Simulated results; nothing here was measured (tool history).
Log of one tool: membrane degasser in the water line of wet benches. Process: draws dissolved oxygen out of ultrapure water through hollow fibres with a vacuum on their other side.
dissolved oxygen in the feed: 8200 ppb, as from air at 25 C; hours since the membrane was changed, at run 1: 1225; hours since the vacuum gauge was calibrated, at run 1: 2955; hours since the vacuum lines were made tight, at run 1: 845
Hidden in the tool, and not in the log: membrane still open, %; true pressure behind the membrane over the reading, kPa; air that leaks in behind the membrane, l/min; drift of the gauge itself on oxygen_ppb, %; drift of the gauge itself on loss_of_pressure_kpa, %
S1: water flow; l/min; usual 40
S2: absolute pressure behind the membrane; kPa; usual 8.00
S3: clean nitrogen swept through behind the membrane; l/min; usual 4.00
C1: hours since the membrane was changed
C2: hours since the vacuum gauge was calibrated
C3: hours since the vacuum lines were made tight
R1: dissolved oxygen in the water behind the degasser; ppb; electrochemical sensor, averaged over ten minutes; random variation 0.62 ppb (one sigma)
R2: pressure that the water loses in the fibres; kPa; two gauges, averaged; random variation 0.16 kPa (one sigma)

run    hour  S1     S2    S3    C1    C2    C3     R1     R2
  1     0.0  40   8.00  4.00  1225  2955   845  124.2  32.49
  2    69.7  40   8.00  4.00  1295  3025   915  123.7  32.28
  3   160.2  40   6.55  4.00  1386  3115  1006   88.7  32.26
  4   258.5  29   8.00  4.00  1484  3214  1104   89.5  23.58
  5   322.3  29   8.00  4.00  1548  3277  1168   90.4  23.43
  6   431.1  53   8.00  4.00  1657  3386  1276  165.2  42.81
  7   495.4  38   8.00  4.00  1721  3451  1341  118.2  30.64
  8   546.5  50   8.00  4.00  1772  3502  1392  154.1  40.80
  9   600.3  40   8.00  4.75  1826  3555  1446  106.8  32.52
 10   688.6  40   8.00  4.75  1914  3644  1534  108.0  32.47
 11   760.7  40   8.00  4.00  1986  3716  1606  125.7  32.67
 12   807.7  40   8.00  4.00  2033  3763  1653  125.0  32.42
 13   916.3  40   8.00  4.00  2142  3872  1762  124.8  32.17
 14  1001.5  40   8.00  4.00  2227  3957  1847  124.9  32.38
 15  1066.4  40  19.63  4.00  2292  4022  1912  390.6  32.55
 16  1174.8  34   4.86  3.16  2400  4130  2020   55.1  27.94
     1181.1  -- vacuum gauge calibrated
 17  1266.9  31   8.69  3.01  2492    86  2112  149.1  25.10
 18  1331.9  31   8.69  3.01  2557   151  2177  150.2  25.57
 19  1396.4  26  10.80  3.10  2621   215  2241  165.4  21.16
 20  1460.1  26  10.80  3.10  2685   279  2305  166.0  21.33
 21  1521.6  57   8.00  4.00  2747   341  2366  187.5  46.47
     1563.4  -- vacuum gauge calibrated, once more
 22  1591.9  32  14.09  3.73  2816    28  2436  224.1  26.21
 23  1684.4  32  14.09  3.73  2909   121  2529  222.8  26.17
 24  1729.3  26   6.69  4.00  2954   166  2574   56.5  21.43
 25  1821.8  25   8.00  3.23  3046   258  2666   91.1  20.64
 26  1889.1  26   8.03  4.00  3114   326  2733   78.1  21.36
 27  1981.4  26   8.03  4.00  3206   418  2826   79.1  21.42
 28  2060.7  33  18.83  3.76  3285   497  2905  321.4  27.50
 29  2141.3  28  18.83  3.76  3366   578  2986  277.3  23.11

How the hidden state differs across the entries between the runs, from the last listed run before each to the first after it:
Between runs 16 and 17: vacuum gauge calibrated (hour 1181.1)
  membrane still open, %: 97.7 -> 97.6; true pressure behind the membrane over the reading, kPa: 0.37 -> 0.6; air that leaks in behind the membrane, l/min: 0.012 -> 0.0124
  measured less the result without the state, R1: +10.2 -> +15.7 ppb; R2: +0.64 -> +0.61 kPa
Between runs 21 and 22: vacuum gauge calibrated, once more (hour 1563.4)
  true pressure behind the membrane over the reading, kPa: 0.62 -> -0.01; air that leaks in behind the membrane, l/min: 0.0135 -> 0.0138
  measured less the result without the state, R1: +22.3 -> +2.5 ppb; R2: +1.25 -> +0.72 kPa

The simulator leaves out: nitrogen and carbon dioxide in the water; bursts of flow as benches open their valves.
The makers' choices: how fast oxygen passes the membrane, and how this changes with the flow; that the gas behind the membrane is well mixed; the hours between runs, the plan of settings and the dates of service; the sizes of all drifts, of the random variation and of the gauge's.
